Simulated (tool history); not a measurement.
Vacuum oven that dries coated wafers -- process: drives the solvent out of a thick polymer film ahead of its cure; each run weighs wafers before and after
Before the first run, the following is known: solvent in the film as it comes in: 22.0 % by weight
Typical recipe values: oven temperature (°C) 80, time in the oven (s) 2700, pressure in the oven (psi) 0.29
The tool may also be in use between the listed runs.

Run 1, hour 0: usual settings. Result: solvent left in the film (%) 2.97.
Run 2, hour 36.2: usual settings. Result: solvent left in the film (%) 2.91.
Run 3, hour 83.6: usual settings. Result: solvent left in the film (%) 3.04.
Run 4, hour 120.8: usual settings but oven temperature (°C) 82. Result: solvent left in the film (%) 2.57.
Run 5, hour 157.7: usual settings but oven temperature (°C) 74. Result: solvent left in the film (%) 4.59.
Run 6, hour 206.3: usual settings but oven temperature (°C) 74. Result: solvent left in the film (%) 4.55.
Run 7, hour 261.2: usual settings but oven temperature (°C) 74. Result: solvent left in the film (%) 4.6.
At hour 300: oven's thermocouples calibrated.
Run 8, hour 311.5: usual settings but oven temperature (°C) 74. Result: solvent left in the film (%) 4.11.
Run 9, hour 372: usual settings but time in the oven (s) 1320. Result: solvent left in the film (%) 6.61.
Run 10, hour 407.6: usual settings but oven temperature (°C) 78, time in the oven (s) 1320. Result: solvent left in the film (%) 7.27.
Run 11, hour 467: usual settings but oven temperature (°C) 78, time in the oven (s) 1320. Result: solvent left in the film (%) 7.14.
Run 12, hour 503.2: usual settings but oven temperature (°C) 72. Result: solvent left in the film (%) 4.77.
Run 13, hour 530.9: usual settings but oven temperature (°C) 76, time in the oven (s) 1680, pressure in the oven (psi) 0.673. Result: solvent left in the film (%) 7.13.

Forecast run 14:
Run 14, hour 575: usual settings but oven temperature (°C) 69, time in the oven (s) 1500, pressure in the oven (psi) 0.316. Result: solvent left in the film (%) ?.

For run 14 the tool returned solvent left in the film (%) 9.34.
If the tool had no hidden condition, the same run with the same run-to-run variation would have returned solvent left in the film (%) 9.24.
